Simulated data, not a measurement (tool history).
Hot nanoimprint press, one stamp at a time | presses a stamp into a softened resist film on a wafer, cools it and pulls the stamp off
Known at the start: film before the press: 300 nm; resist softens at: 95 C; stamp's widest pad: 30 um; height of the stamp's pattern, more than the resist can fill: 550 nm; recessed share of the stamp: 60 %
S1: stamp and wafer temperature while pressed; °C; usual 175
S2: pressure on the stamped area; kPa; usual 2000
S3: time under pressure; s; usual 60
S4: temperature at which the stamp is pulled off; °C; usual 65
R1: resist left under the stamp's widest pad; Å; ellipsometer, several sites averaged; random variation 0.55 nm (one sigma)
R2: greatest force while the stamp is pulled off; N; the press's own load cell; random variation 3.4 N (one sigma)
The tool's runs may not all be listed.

run	hour	S1	S2	S3	S4	R1	R2
1	0	175	2000	60	65	1112	181
2	13.6	175	2000	60	65	1120	172
# hour 26.4: plate thermocouple calibrated
3	29.5	175	2000	60	65	1125	184
4	43.4	175	2000	60	65	1124	181
5	58.3	175	2000	60	65	1116	179
6	76.9	175	2000	60	65	1113	178
7	88	175	2000	60	65	1122	182
8	104.2	175	2000	60	65	1115	172
9	115.9	175	2000	60	65	1108	173
10	132	175	2000	60	65	1117	181
# hour 140.6: stamp cleaned and given a new release coat
11	159.8	175	2000	60	57	1121	200
12	174.2	175	2000	60	57	1102	204
13	186.6	163	2000	60	57	1956	201
14	199.8	175	2000	60	65	1113	176
15	220.1	175	2000	60	65	1107	180
16	239.4	175	2000	60	65	1101	184
17	262.5	175	2000	50	65	1193	176
18	285.1	175	3180	42	55	1033	209
19	298.4	164	3180	42	55	1760	203
20	309.5	175	2000	60	69	1110	169
21	324	178	1210	53	65	1260	174
22	334.7	169	3160	53	61	1272	193
23	350.5	169	3160	53	61	1269	191
24	371.5	169	3160	53	61	1264	193
25	382.5	169	3160	53	61	1280	188
# hour 397.6: stamp cleaned and given a new release coat
26	408	169	3160	53	61	1273	185
27	425.7	174	2520	68	61	976	189
28	445.3	174	2520	68	61	990	194
# hour 453.8: gauge calibrated
29	455.9	174	2520	68	61	1012	187

The same runs without the tool's hidden state, with the same run-to-run variation:
The hidden state here: true temperature over the reading, C; pressure that arrives at the usual setting, %; grip of the stamp's worn release coat, % over a new coat's; drift of the gauge itself on residual_nm, %; drift of the gauge itself on pull_off_n, %.
run	R1
1	1116
2	1125
3	1126
4	1126
5	1119
6	1117
7	1127
8	1121
9	1114
10	1125
11	1130
12	1112
13	1976
14	1125
15	1121
16	1116
17	1211
18	1049
19	1789
20	1130
21	1284
22	1297
23	1295
24	1291
25	1308
26	1302
27	1000
28	1015
29	1012
R2: within 3 N of the measured result in every run.
